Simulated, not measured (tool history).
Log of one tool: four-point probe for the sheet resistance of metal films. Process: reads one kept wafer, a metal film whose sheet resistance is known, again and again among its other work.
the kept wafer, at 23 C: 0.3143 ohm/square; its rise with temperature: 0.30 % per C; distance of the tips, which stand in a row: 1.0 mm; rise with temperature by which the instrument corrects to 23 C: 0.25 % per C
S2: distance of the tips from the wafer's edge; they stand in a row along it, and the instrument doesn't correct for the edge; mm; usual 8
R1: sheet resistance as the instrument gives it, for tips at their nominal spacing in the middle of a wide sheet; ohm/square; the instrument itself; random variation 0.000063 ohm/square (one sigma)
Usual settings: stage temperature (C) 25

run 1 hour=0 | stage_temperature_(C)=25 S2=8 | R1=0.317162
run 2 hour=36.8 | stage_temperature_(C)=20 S2=8 | R1=0.316417
run 3 hour=78 | stage_temperature_(C)=35 S2=8 | R1=0.318646
-- hour=116.4 stage's thermometer calibrated
run 4 hour=142.9 | stage_temperature_(C)=35 S2=8 | R1=0.31867
run 5 hour=178.6 | stage_temperature_(C)=27 S2=8 | R1=0.317566
run 6 hour=247.9 | stage_temperature_(C)=23 S2=8 | R1=0.316859
run 7 hour=283 | stage_temperature_(C)=23 S2=8 | R1=0.316932
run 8 hour=317 | stage_temperature_(C)=23 S2=8 | R1=0.316949
run 9 hour=391.3 | stage_temperature_(C)=25 S2=8 | R1=0.317121
run 10 hour=450.4 | stage_temperature_(C)=25 S2=8 | R1=0.317267
run 11 hour=502 | stage_temperature_(C)=25 S2=6 | R1=0.319198
run 12 hour=537.8 | stage_temperature_(C)=25 S2=6 | R1=0.319296
run 13 hour=572.5 | stage_temperature_(C)=33 S2=27 | R1=0.316051
run 14 hour=650.2 | stage_temperature_(C)=23 S2=6 | R1=0.318971
run 15 hour=729.1 | stage_temperature_(C)=23 S2=6 | R1=0.319032
run 16 hour=761.3 | stage_temperature_(C)=18 S2=15 | R1=0.314218
run 17 hour=806.8 | stage_temperature_(C)=29 S2=12 | R1=0.316357
run 18 hour=885.2 | stage_temperature_(C)=27 S2=16 | R1=0.315605
run 19 hour=960.9 | stage_temperature_(C)=27 S2=16 | R1=0.315554
run 20 hour=1038 | stage_temperature_(C)=27 S2=16 | R1=0.31557
run 21 hour=1104.3 | stage_temperature_(C)=21 S2=18 | R1=0.314519
run 22 hour=1180.3 | stage_temperature_(C)=19 S2=39 | R1=0.313848
run 23 hour=1243.2 | stage_temperature_(C)=19 S2=39 | R1=0.313736

Forecast each of these 3 alternatives for the next run:
run A hour=1302 | stage_temperature_(C)=21 S2=39 | R1=?
run B hour=1302 | stage_temperature_(C)=29 S2=74 | R1=?
run C hour=1302 | stage_temperature_(C)=29 S2=39 | R1=?

run=A R1=0.314134
run=B R1=0.31525
run=C R1=0.315277
Without the tool's hidden state the same runs would have given:
run=A R1=0.314153
run=B R1=0.315269
run=C R1=0.315296
